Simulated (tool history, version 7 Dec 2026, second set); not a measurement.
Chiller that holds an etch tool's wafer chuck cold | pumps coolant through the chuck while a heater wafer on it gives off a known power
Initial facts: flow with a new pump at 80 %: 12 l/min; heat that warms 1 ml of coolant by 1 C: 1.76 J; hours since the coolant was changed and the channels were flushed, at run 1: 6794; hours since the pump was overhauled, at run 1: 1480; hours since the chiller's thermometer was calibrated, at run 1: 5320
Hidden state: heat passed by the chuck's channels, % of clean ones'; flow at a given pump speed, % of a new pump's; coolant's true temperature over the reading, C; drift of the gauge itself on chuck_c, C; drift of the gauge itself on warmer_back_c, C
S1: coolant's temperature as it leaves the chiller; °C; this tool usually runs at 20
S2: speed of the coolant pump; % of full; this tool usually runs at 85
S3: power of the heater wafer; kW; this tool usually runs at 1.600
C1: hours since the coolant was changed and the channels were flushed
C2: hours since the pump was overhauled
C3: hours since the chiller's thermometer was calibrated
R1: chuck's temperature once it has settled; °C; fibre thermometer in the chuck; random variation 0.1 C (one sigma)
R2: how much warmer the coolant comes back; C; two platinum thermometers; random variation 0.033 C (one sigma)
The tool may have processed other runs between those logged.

run 1 hour=0.0 | S1=20 S2=85 S3=1.600 | C1=6794 C2=1480 C3=5320 | R1=31.5 R2=4.42
run 2 hour=46.4 | S1=20 S2=85 S3=1.600 | C1=6840 C2=1527 C3=5366 | R1=31.6 R2=4.36
-- hour=97.4 chiller's thermometer calibrated
run 3 hour=103.8 | S1=20 S2=85 S3=1.600 | C1=6896 C2=1583 C3=6 | R1=31.6 R2=4.39
run 4 hour=138.1 | S1=20 S2=85 S3=1.600 | C1=6931 C2=1617 C3=41 | R1=31.6 R2=4.37
run 5 hour=176.2 | S1=20 S2=85 S3=1.600 | C1=6969 C2=1656 C3=79 | R1=31.7 R2=4.37
run 6 hour=234.0 | S1=20 S2=80 S3=1.600 | C1=7027 C2=1713 C3=137 | R1=32.4 R2=4.72
run 7 hour=278.2 | S1=20 S2=80 S3=1.600 | C1=7071 C2=1758 C3=181 | R1=32.4 R2=4.76
-- hour=305.5 chiller's thermometer calibrated, once more
run 8 hour=310.2 | S1=20 S2=80 S3=1.600 | C1=7102 C2=1789 C3=5 | R1=31.9 R2=4.66
run 9 hour=357.8 | S1=20 S2=85 S3=1.600 | C1=7149 C2=1836 C3=52 | R1=31.5 R2=4.42
run 10 hour=400.1 | S1=20 S2=85 S3=1.600 | C1=7192 C2=1878 C3=95 | R1=31.2 R2=4.47
run 11 hour=446.8 | S1=20 S2=94 S3=1.600 | C1=7238 C2=1925 C3=141 | R1=30.5 R2=3.95
run 12 hour=472.0 | S1=20 S2=94 S3=1.600 | C1=7264 C2=1950 C3=167 | R1=30.5 R2=4.00
run 13 hour=523.9 | S1=20 S2=90 S3=1.822 | C1=7316 C2=2002 C3=218 | R1=32.4 R2=4.77
run 14 hour=569.9 | S1=20 S2=69 S3=2.138 | C1=7362 C2=2048 C3=264 | R1=38.5 R2=7.34
run 15 hour=602.0 | S1=26 S2=85 S3=1.110 | C1=7394 C2=2080 C3=297 | R1=34.0 R2=3.05
run 16 hour=660.5 | S1=14 S2=85 S3=2.066 | C1=7452 C2=2139 C3=355 | R1=28.7 R2=5.74
run 17 hour=711.4 | S1=14 S2=70 S3=0.948 | C1=7503 C2=2190 C3=406 | R1=22.0 R2=3.24
run 18 hour=769.0 | S1=14 S2=70 S3=0.948 | C1=7561 C2=2247 C3=464 | R1=22.0 R2=3.25

Here are 5 independent what-if runs from the current tool condition. What would each one return?
run A hour=796.0 | S1=14 S2=67 S3=0.948 | C1=7588 C2=2274 C3=491 | R1=? R2=?
run B hour=796.0 | S1=12 S2=89 S3=1.620 | C1=7588 C2=2274 C3=491 | R1=? R2=?
run C hour=796.0 | S1=20 S2=85 S3=1.592 | C1=7588 C2=2274 C3=491 | R1=? R2=?
run D hour=796.0 | S1=20 S2=76 S3=0.890 | C1=7588 C2=2274 C3=491 | R1=? R2=?
run E hour=796.0 | S1=20 S2=70 S3=0.948 | C1=7588 C2=2274 C3=491 | R1=? R2=?

run=A R1=22.4 R2=3.42
run=B R1=23.1 R2=4.33
run=C R1=31.3 R2=4.37
run=D R1=27.0 R2=2.75
run=E R1=28.0 R2=3.24
Stripped of hidden state, with their random variation kept, the same runs would have yielded:
run=A R1=21.6 R2=3.29
run=B R1=22.0 R2=4.16
run=C R1=30.2 R2=4.20
run=D R1=26.4 R2=2.64
run=E R1=27.3 R2=3.11
